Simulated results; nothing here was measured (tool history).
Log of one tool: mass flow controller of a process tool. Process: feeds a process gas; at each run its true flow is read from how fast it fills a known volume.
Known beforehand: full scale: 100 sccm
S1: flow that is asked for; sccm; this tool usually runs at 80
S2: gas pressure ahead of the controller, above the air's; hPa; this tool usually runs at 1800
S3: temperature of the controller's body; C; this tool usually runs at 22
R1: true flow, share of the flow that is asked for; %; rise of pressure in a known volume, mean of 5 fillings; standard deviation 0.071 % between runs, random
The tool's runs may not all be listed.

run,hour,S1,S2,S3,R1
1,0,80,1800,22,100.58
2,200.5,80,1800,22,100.67
3,351.6,80,1800,22,100.68
4,539.2,80,1800,22,100.75
5,740.4,80,1800,22,100.73
6,842.7,80,1800,22,100.87
7,951.7,80,1800,22,100.88
8,1175.2,80,1800,22,100.89
9,1358.3,80,1800,22,100.88
10,1518,80,1800,22,100.98
11,1657.8,80,1800,22,101.12
12,1849.7,80,1800,22,101.04
13,2015,80,1800,22,100.99
14,2169.3,80,1710,22,101.23
15,2316,80,1710,22,101.17
16,2496.2,80,1710,22,101.17
17,2706.9,80,1710,22,101.2
18,2826.2,21,1710,22,102.03
19,2957.3,21,1710,22,102.29
20,3119.5,60,2080,22,101.19
21,3354.2,80,1890,25,100.96
22,3457.3,80,1890,30,100.61
23,3576.3,12,2210,24,104.59
24,3726.2,12,2210,24,104.8
25,3877.1,12,2210,24,104.84
26,3982.5,12,2210,24,105.15
27,4087.2,19,2210,24,103.08
28,4316.1,46,2140,37,100.08
29,4516.7,80,2430,23,101.64
30,4675.8,80,2430,23,101.7
31,4797,80,2430,23,101.65
32,4948.4,13,1640,22,105.47
33,5096.4,42,1600,28,101.2
34,5314,52,2040,20,101.96
35,5547.3,17,1800,22,104.32

Below are 4 alternative next runs, each starting from the tool's condition after run 35. Predict each:
A,5769.1,52,1800,26,?
B,5769.1,54,1730,25,?
C,5769.1,17,1980,25,?
D,5769.1,32,1730,22,?

run,R1
A,101.36
B,101.44
C,104.47
D,102.51
Take away the tool's hidden state, keep each run's random variation, and the runs would have read:
run,R1
A,98.75
B,98.89
C,98.3
D,98.82

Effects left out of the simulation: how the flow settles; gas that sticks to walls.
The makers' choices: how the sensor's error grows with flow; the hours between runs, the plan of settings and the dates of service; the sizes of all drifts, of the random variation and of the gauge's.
